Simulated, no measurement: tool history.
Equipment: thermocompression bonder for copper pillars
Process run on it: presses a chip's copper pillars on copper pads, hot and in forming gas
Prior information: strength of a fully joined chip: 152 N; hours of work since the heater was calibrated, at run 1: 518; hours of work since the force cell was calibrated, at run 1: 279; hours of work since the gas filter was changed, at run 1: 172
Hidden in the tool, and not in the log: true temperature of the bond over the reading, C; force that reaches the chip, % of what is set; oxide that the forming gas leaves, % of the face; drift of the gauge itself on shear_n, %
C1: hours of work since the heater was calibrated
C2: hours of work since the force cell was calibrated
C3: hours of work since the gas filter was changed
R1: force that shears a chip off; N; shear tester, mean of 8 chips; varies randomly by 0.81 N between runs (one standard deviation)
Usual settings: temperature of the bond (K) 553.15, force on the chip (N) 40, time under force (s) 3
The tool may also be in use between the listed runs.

{"run": 1, "hour": 0.0, "temperature of the bond (K)": 553.15, "force on the chip (N)": 40, "time under force (s)": 3, "C1": 518, "C2": 279, "C3": 172, "R1": 103.7}
{"run": 2, "hour": 22.8, "temperature of the bond (K)": 553.15, "force on the chip (N)": 40, "time under force (s)": 3, "C1": 529, "C2": 290, "C3": 183, "R1": 103.4}
{"run": 3, "hour": 39.7, "temperature of the bond (K)": 561.15, "force on the chip (N)": 40, "time under force (s)": 3, "C1": 537, "C2": 299, "C3": 191, "R1": 110.0}
{"run": 4, "hour": 65.4, "temperature of the bond (K)": 561.15, "force on the chip (N)": 40, "time under force (s)": 3, "C1": 550, "C2": 311, "C3": 204, "R1": 111.0}
{"run": 5, "hour": 89.0, "temperature of the bond (K)": 561.15, "force on the chip (N)": 40, "time under force (s)": 3, "C1": 561, "C2": 322, "C3": 215, "R1": 111.1}
{"run": 6, "hour": 103.0, "temperature of the bond (K)": 553.15, "force on the chip (N)": 40, "time under force (s)": 3, "C1": 568, "C2": 329, "C3": 222, "R1": 102.9}
{"run": 7, "hour": 127.6, "temperature of the bond (K)": 564.15, "force on the chip (N)": 40, "time under force (s)": 3, "C1": 580, "C2": 341, "C3": 234, "R1": 111.0}
{"run": 8, "hour": 145.3, "temperature of the bond (K)": 564.15, "force on the chip (N)": 40, "time under force (s)": 3, "C1": 589, "C2": 350, "C3": 242, "R1": 111.6}
{"run": 9, "hour": 162.7, "temperature of the bond (K)": 564.15, "force on the chip (N)": 40, "time under force (s)": 3, "C1": 597, "C2": 358, "C3": 251, "R1": 110.1}
{"run": 10, "hour": 175.1, "temperature of the bond (K)": 564.15, "force on the chip (N)": 40, "time under force (s)": 3, "C1": 603, "C2": 364, "C3": 257, "R1": 111.0}
{"run": 11, "hour": 194.8, "temperature of the bond (K)": 564.15, "force on the chip (N)": 40, "time under force (s)": 3, "C1": 613, "C2": 374, "C3": 266, "R1": 111.7}
{"run": 12, "hour": 215.7, "temperature of the bond (K)": 553.15, "force on the chip (N)": 40, "time under force (s)": 2, "C1": 623, "C2": 384, "C3": 277, "R1": 91.4}
{"hour": 219.5, "done": "heater calibrated with a thermocouple chip"}
{"run": 13, "hour": 244.0, "temperature of the bond (K)": 543.15, "force on the chip (N)": 40, "time under force (s)": 2, "C1": 12, "C2": 397, "C3": 289, "R1": 81.6}
{"run": 14, "hour": 255.0, "temperature of the bond (K)": 569.15, "force on the chip (N)": 40, "time under force (s)": 3, "C1": 17, "C2": 402, "C3": 295, "R1": 115.8}
{"run": 15, "hour": 278.3, "temperature of the bond (K)": 569.15, "force on the chip (N)": 40, "time under force (s)": 3, "C1": 28, "C2": 413, "C3": 306, "R1": 113.7}
{"run": 16, "hour": 296.0, "temperature of the bond (K)": 553.15, "force on the chip (N)": 40, "time under force (s)": 3, "C1": 37, "C2": 422, "C3": 314, "R1": 102.0}
{"hour": 311.5, "done": "heater calibrated with a thermocouple chip, once more"}
{"run": 17, "hour": 321.9, "temperature of the bond (K)": 553.15, "force on the chip (N)": 40, "time under force (s)": 3, "C1": 5, "C2": 433, "C3": 326, "R1": 95.9}
{"run": 18, "hour": 336.3, "temperature of the bond (K)": 553.15, "force on the chip (N)": 40, "time under force (s)": 8, "C1": 12, "C2": 440, "C3": 333, "R1": 118.0}
{"run": 19, "hour": 352.6, "temperature of the bond (K)": 553.15, "force on the chip (N)": 40, "time under force (s)": 8, "C1": 20, "C2": 448, "C3": 341, "R1": 118.1}
{"run": 20, "hour": 374.4, "temperature of the bond (K)": 553.15, "force on the chip (N)": 40, "time under force (s)": 3, "C1": 30, "C2": 459, "C3": 352, "R1": 93.2}
{"run": 21, "hour": 395.6, "temperature of the bond (K)": 553.15, "force on the chip (N)": 40, "time under force (s)": 3, "C1": 41, "C2": 469, "C3": 362, "R1": 93.6}
{"run": 22, "hour": 415.9, "temperature of the bond (K)": 553.15, "force on the chip (N)": 40, "time under force (s)": 3, "C1": 51, "C2": 479, "C3": 372, "R1": 93.1}
{"run": 23, "hour": 432.4, "temperature of the bond (K)": 553.15, "force on the chip (N)": 40, "time under force (s)": 3, "C1": 59, "C2": 487, "C3": 380, "R1": 93.4}
{"hour": 449.3, "done": "forming gas filter changed"}
{"run": 24, "hour": 455.7, "temperature of the bond (K)": 553.15, "force on the chip (N)": 40, "time under force (s)": 3, "C1": 70, "C2": 498, "C3": 3, "R1": 103.9}
{"run": 25, "hour": 474.4, "temperature of the bond (K)": 526.15, "force on the chip (N)": 40, "time under force (s)": 3, "C1": 79, "C2": 507, "C3": 12, "R1": 75.2}
{"run": 26, "hour": 499.3, "temperature of the bond (K)": 533.15, "force on the chip (N)": 40, "time under force (s)": 3, "C1": 91, "C2": 519, "C3": 24, "R1": 82.3}
{"run": 27, "hour": 511.1, "temperature of the bond (K)": 529.15, "force on the chip (N)": 44, "time under force (s)": 4, "C1": 97, "C2": 525, "C3": 30, "R1": 92.9}
{"run": 28, "hour": 524.3, "temperature of the bond (K)": 556.15, "force on the chip (N)": 44, "time under force (s)": 2, "C1": 103, "C2": 531, "C3": 36, "R1": 103.2}
{"run": 29, "hour": 542.0, "temperature of the bond (K)": 556.15, "force on the chip (N)": 44, "time under force (s)": 2, "C1": 112, "C2": 540, "C3": 45, "R1": 101.5}
{"run": 30, "hour": 565.7, "temperature of the bond (K)": 556.15, "force on the chip (N)": 29, "time under force (s)": 5, "C1": 123, "C2": 551, "C3": 56, "R1": 93.9}
{"run": 31, "hour": 582.9, "temperature of the bond (K)": 556.15, "force on the chip (N)": 29, "time under force (s)": 5, "C1": 131, "C2": 560, "C3": 65, "R1": 93.9}
{"run": 32, "hour": 596.7, "temperature of the bond (K)": 551.15, "force on the chip (N)": 40, "time under force (s)": 4, "C1": 138, "C2": 566, "C3": 71, "R1": 107.1}
{"run": 33, "hour": 613.1, "temperature of the bond (K)": 551.15, "force on the chip (N)": 40, "time under force (s)": 4, "C1": 146, "C2": 574, "C3": 79, "R1": 106.4}
{"run": 34, "hour": 626.2, "temperature of the bond (K)": 538.15, "force on the chip (N)": 55, "time under force (s)": 5, "C1": 152, "C2": 581, "C3": 86, "R1": 124.0}
{"run": 35, "hour": 648.2, "temperature of the bond (K)": 559.15, "force on the chip (N)": 27, "time under force (s)": 2, "C1": 163, "C2": 591, "C3": 96, "R1": 65.9}
{"run": 36, "hour": 662.9, "temperature of the bond (K)": 559.15, "force on the chip (N)": 27, "time under force (s)": 2, "C1": 170, "C2": 598, "C3": 104, "R1": 64.4}
{"run": 37, "hour": 688.4, "temperature of the bond (K)": 559.15, "force on the chip (N)": 27, "time under force (s)": 4, "C1": 182, "C2": 611, "C3": 116, "R1": 83.0}
{"run": 38, "hour": 714.6, "temperature of the bond (K)": 553.15, "force on the chip (N)": 40, "time under force (s)": 2, "C1": 195, "C2": 624, "C3": 129, "R1": 89.0}
{"run": 39, "hour": 734.0, "temperature of the bond (K)": 565.15, "force on the chip (N)": 33, "time under force (s)": 6, "C1": 205, "C2": 633, "C3": 138, "R1": 113.0}
{"run": 40, "hour": 748.7, "temperature of the bond (K)": 553.15, "force on the chip (N)": 29, "time under force (s)": 7, "C1": 212, "C2": 640, "C3": 145, "R1": 97.8}
{"run": 41, "hour": 771.5, "temperature of the bond (K)": 553.15, "force on the chip (N)": 29, "time under force (s)": 7, "C1": 223, "C2": 651, "C3": 156, "R1": 96.6}

Some steps in R1, run to run, broken into two amounts with sign: the step expected even without the hidden condition (settings, incoming material, random variation), and the rest, left for the hidden condition together with whatever gauge scatter is not in both the measured and the hidden-condition-free result:
Run 13 -> 14: temperature of the bond (K) 543.15 -> 569.15, time under force (s) 2 -> 3. R1 +34.2 N: hidden state -3.4, all else +37.6.
Run 16 -> 17: heater calibrated with a thermocouple chip, once more. R1 -6.1 N: hidden state -5.9, all else -0.2.
Run 23 -> 24: forming gas filter changed. R1 +10.5 N: hidden state +10.0, all else +0.5.
Run 24 -> 25: temperature of the bond (K) 553.15 -> 526.15. R1 -28.7 N: hidden state -0.1, all else -28.6.
Run 34 -> 35: temperature of the bond (K) 538.15 -> 559.15, force on the chip (N) 55 -> 27, time under force (s) 5 -> 2. R1 -58.1 N: hidden state +0.2, all else -58.3.
